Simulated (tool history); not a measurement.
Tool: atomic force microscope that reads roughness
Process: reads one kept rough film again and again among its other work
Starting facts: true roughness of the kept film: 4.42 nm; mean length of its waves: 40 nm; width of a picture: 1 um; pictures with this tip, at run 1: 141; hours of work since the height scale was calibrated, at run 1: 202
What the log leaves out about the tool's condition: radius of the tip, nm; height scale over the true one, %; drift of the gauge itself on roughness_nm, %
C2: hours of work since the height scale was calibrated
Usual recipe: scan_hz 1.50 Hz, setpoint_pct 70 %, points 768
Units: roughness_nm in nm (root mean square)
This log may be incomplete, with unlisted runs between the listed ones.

Run 1, hour 0.0: usual settings; pictures with this tip 141; C2 202. Result: roughness_nm 3.314 nm (root mean square).
Run 2, hour 10.0: usual settings; pictures with this tip 160; C2 209. Result: roughness_nm 3.282 nm (root mean square).
Run 3, hour 24.5: usual settings; pictures with this tip 187; C2 218. Result: roughness_nm 3.168 nm (root mean square).
Run 4, hour 39.9: usual settings; pictures with this tip 217; C2 228. Result: roughness_nm 3.106 nm (root mean square).
Run 5, hour 47.5: usual settings but setpoint_pct 72 %; pictures with this tip 231; C2 233. Result: roughness_nm 3.066 nm (root mean square).
Run 6, hour 62.6: usual settings; pictures with this tip 259; C2 242. Result: roughness_nm 3.017 nm (root mean square).
At hour 74.6: new tip fitted.
Run 7, hour 75.4: usual settings; pictures with this tip 2; C2 250. Result: roughness_nm 3.718 nm (root mean square).
Run 8, hour 92.5: usual settings; pictures with this tip 34; C2 261. Result: roughness_nm 3.640 nm (root mean square).
Run 9, hour 110.8: usual settings; pictures with this tip 69; C2 273. Result: roughness_nm 3.529 nm (root mean square).
Run 10, hour 128.3: usual settings; pictures with this tip 102; C2 284. Result: roughness_nm 3.402 nm (root mean square).
Run 11, hour 136.8: usual settings; pictures with this tip 118; C2 290. Result: roughness_nm 3.359 nm (root mean square).
Run 12, hour 155.0: usual settings; pictures with this tip 153; C2 301. Result: roughness_nm 3.265 nm (root mean square).
Run 13, hour 162.5: usual settings; pictures with this tip 167; C2 306. Result: roughness_nm 3.218 nm (root mean square).
Run 14, hour 175.4: usual settings; pictures with this tip 191; C2 314. Result: roughness_nm 3.184 nm (root mean square).
Run 15, hour 182.9: usual settings but scan_hz 0.70 Hz; pictures with this tip 206; C2 319. Result: roughness_nm 3.217 nm (root mean square).
Run 16, hour 193.3: usual settings but scan_hz 0.55 Hz; pictures with this tip 225; C2 326. Result: roughness_nm 3.187 nm (root mean square).
Run 17, hour 201.1: usual settings but scan_hz 0.55 Hz, setpoint_pct 59 %; pictures with this tip 240; C2 331. Result: roughness_nm 3.183 nm (root mean square).
Run 18, hour 212.4: usual settings but scan_hz 3.24 Hz, setpoint_pct 87 %, points 857; pictures with this tip 261; C2 338. Result: roughness_nm 2.476 nm (root mean square).
At hour 224.1: new tip fitted.
Run 19, hour 228.5: usual settings but scan_hz 3.24 Hz, setpoint_pct 77 %, points 534; pictures with this tip 8; C2 348. Result: roughness_nm 3.368 nm (root mean square).
Run 20, hour 244.9: usual settings but scan_hz 3.24 Hz, setpoint_pct 77 %, points 534; pictures with this tip 39; C2 359. Result: roughness_nm 3.238 nm (root mean square).
Run 21, hour 253.0: usual settings but scan_hz 1.23 Hz, setpoint_pct 71 %, points 476; pictures with this tip 54; C2 364. Result: roughness_nm 3.589 nm (root mean square).
Run 22, hour 263.7: usual settings but scan_hz 1.23 Hz, setpoint_pct 71 %, points 476; pictures with this tip 75; C2 371. Result: roughness_nm 3.505 nm (root mean square).
Run 23, hour 279.1: usual settings but scan_hz 1.23 Hz, setpoint_pct 71 %, points 476; pictures with this tip 104; C2 381. Result: roughness_nm 3.414 nm (root mean square).
At hour 281.7: height scale calibrated on a step standard.
Run 24, hour 292.5: usual settings but scan_hz 1.86 Hz, setpoint_pct 61 %, points 589; pictures with this tip 127; C2 7. Result: roughness_nm 3.374 nm (root mean square).
Run 25, hour 304.1: usual settings but scan_hz 1.00 Hz, setpoint_pct 62 %; pictures with this tip 149; C2 14. Result: roughness_nm 3.367 nm (root mean square).
Run 26, hour 313.9: usual settings but scan_hz 1.00 Hz, setpoint_pct 62 %; pictures with this tip 168; C2 21. Result: roughness_nm 3.313 nm (root mean square).
Run 27, hour 327.4: usual settings but scan_hz 1.00 Hz, setpoint_pct 62 %; pictures with this tip 194; C2 29. Result: roughness_nm 3.238 nm (root mean square).
At hour 335.6: height scale calibrated on a step standard, once more.
Run 28, hour 343.7: usual settings but scan_hz 1.00 Hz, setpoint_pct 62 %; pictures with this tip 223; C2 5. Result: roughness_nm 3.173 nm (root mean square).
Run 29, hour 353.0: usual settings but scan_hz 1.00 Hz, setpoint_pct 62 %; pictures with this tip 240; C2 11. Result: roughness_nm 3.165 nm (root mean square).
Run 30, hour 370.6: usual settings but scan_hz 2.16 Hz, setpoint_pct 67 %, points 987; pictures with this tip 274; C2 23. Result: roughness_nm 2.970 nm (root mean square).
At hour 375.0: new tip fitted.
Run 31, hour 379.1: usual settings but scan_hz 0.79 Hz, setpoint_pct 78 %, points 341; pictures with this tip 8; C2 28. Result: roughness_nm 3.757 nm (root mean square).
Run 32, hour 397.3: usual settings but scan_hz 2.05 Hz, setpoint_pct 78 %, points 883; pictures with this tip 42; C2 39. Result: roughness_nm 3.426 nm (root mean square).
Run 33, hour 409.1: usual settings but scan_hz 2.05 Hz, setpoint_pct 78 %, points 883; pictures with this tip 65; C2 47. Result: roughness_nm 3.372 nm (root mean square).
Run 34, hour 417.3: usual settings but scan_hz 0.58 Hz, setpoint_pct 78 %, points 751; pictures with this tip 80; C2 52. Result: roughness_nm 3.582 nm (root mean square).

Entry by entry between the runs, the difference in hidden state between the last listed run before and the first listed run after:
Runs 6 to 7: new tip fitted (hour 74.6)
  radius of the tip, nm: 36.2 -> 11.1; height scale over the true one, %: -0.17 -> -0.18
  measured less the result without the state, roughness_nm: -0.784 -> -0.046 nm (root mean square)
Runs 18 to 19: new tip fitted (hour 224.1)
  radius of the tip, nm: 36.2 -> 10.9; height scale over the true one, %: -0.29 -> -0.3
  measured less the result without the state, roughness_nm: -0.647 -> -0.041 nm (root mean square)
Runs 23 to 24: height scale calibrated on a step standard (hour 281.7)
  radius of the tip, nm: 20.7 -> 23; height scale over the true one, %: -0.34 -> -0.57
  measured less the result without the state, roughness_nm: -0.372 -> -0.453 nm (root mean square)
Runs 27 to 28: height scale calibrated on a step standard, once more (hour 335.6)
  radius of the tip, nm: 29.6 -> 32.5; height scale over the true one, %: -0.6 -> 0.07
  measured less the result without the state, roughness_nm: -0.646 -> -0.699 nm (root mean square)
Runs 30 to 31: new tip fitted (hour 375.0)
  radius of the tip, nm: 37 -> 11.8; height scale over the true one, %: 0.05 -> 0.04
  measured less the result without the state, roughness_nm: -0.786 -> -0.063 nm (root mean square)
